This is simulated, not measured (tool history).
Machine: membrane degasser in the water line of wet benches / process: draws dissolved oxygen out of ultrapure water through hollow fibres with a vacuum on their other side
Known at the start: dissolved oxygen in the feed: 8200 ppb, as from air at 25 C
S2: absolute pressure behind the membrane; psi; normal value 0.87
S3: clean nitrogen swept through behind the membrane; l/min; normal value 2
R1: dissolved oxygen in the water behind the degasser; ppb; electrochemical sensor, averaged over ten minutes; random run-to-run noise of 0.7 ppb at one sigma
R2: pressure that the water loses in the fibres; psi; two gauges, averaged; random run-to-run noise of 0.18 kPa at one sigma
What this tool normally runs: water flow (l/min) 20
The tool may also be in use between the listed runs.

{"run": 1, "hour": 0.0, "water flow (l/min)": 20, "S2": 0.87, "S3": 2, "R1": 72, "R2": 4.986}
{"run": 2, "hour": 113.7, "water flow (l/min)": 20, "S2": 0.87, "S3": 2, "R1": 72.8, "R2": 4.97}
{"run": 3, "hour": 242.1, "water flow (l/min)": 20, "S2": 0.87, "S3": 2, "R1": 72.8, "R2": 5.06}
{"hour": 372.9, "done": "vacuum gauge calibrated"}
{"run": 4, "hour": 457.5, "water flow (l/min)": 20, "S2": 0.87, "S3": 1.79, "R1": 75.2, "R2": 4.96}
{"run": 5, "hour": 648.7, "water flow (l/min)": 20, "S2": 0.87, "S3": 1.79, "R1": 75.9, "R2": 5.001}
{"run": 6, "hour": 847.4, "water flow (l/min)": 20, "S2": 0.87, "S3": 1.79, "R1": 77.1, "R2": 4.998}
{"run": 7, "hour": 1068.8, "water flow (l/min)": 20, "S2": 0.87, "S3": 0.99, "R1": 126.4, "R2": 5.015}
{"run": 8, "hour": 1255.7, "water flow (l/min)": 13, "S2": 0.87, "S3": 2, "R1": 44.9, "R2": 3.274}
{"run": 9, "hour": 1404.3, "water flow (l/min)": 13, "S2": 0.87, "S3": 2, "R1": 45.8, "R2": 3.218}
{"run": 10, "hour": 1538.1, "water flow (l/min)": 13, "S2": 0.87, "S3": 2, "R1": 45.3, "R2": 3.271}
{"run": 11, "hour": 1717.5, "water flow (l/min)": 13, "S2": 0.87, "S3": 2, "R1": 45.2, "R2": 3.288}
{"run": 12, "hour": 1904.3, "water flow (l/min)": 12, "S2": 0.87, "S3": 2, "R1": 42.8, "R2": 3.021}
{"run": 13, "hour": 2088.6, "water flow (l/min)": 12, "S2": 0.87, "S3": 1.19, "R1": 69.1, "R2": 3.031}
{"run": 14, "hour": 2277.1, "water flow (l/min)": 20, "S2": 0.795, "S3": 2, "R1": 58, "R2": 5.065}
{"run": 15, "hour": 2450.9, "water flow (l/min)": 18, "S2": 1.127, "S3": 2.31, "R1": 89.2, "R2": 4.553}
{"run": 16, "hour": 2577.4, "water flow (l/min)": 17, "S2": 0.87, "S3": 4.77, "R1": 27.5, "R2": 4.283}
{"run": 17, "hour": 2675.4, "water flow (l/min)": 23, "S2": 1.069, "S3": 3.06, "R1": 81.3, "R2": 5.783}
{"run": 18, "hour": 2905.3, "water flow (l/min)": 32, "S2": 1.133, "S3": 1.08, "R1": 304.9, "R2": 8.086}
{"run": 19, "hour": 3104.6, "water flow (l/min)": 24, "S2": 0.625, "S3": 2.86, "R1": 31.7, "R2": 6.057}
{"run": 20, "hour": 3308.1, "water flow (l/min)": 20, "S2": 1.432, "S3": 2.86, "R1": 118.8, "R2": 5.078}
{"run": 21, "hour": 3472.7, "water flow (l/min)": 16, "S2": 1.916, "S3": 1.89, "R1": 206.8, "R2": 4.1}

What will run 22 give?
{"run": 22, "hour": 3614.6, "water flow (l/min)": 20, "S2": 0.87, "S3": 2.39, "R1": "?", "R2": "?"}

R1: 61 ppb
R2: 5.11 psi
On a tool with no hidden condition, and with the same random variation, this run would have come out at R1 58 ppb, R2 4.994 psi.

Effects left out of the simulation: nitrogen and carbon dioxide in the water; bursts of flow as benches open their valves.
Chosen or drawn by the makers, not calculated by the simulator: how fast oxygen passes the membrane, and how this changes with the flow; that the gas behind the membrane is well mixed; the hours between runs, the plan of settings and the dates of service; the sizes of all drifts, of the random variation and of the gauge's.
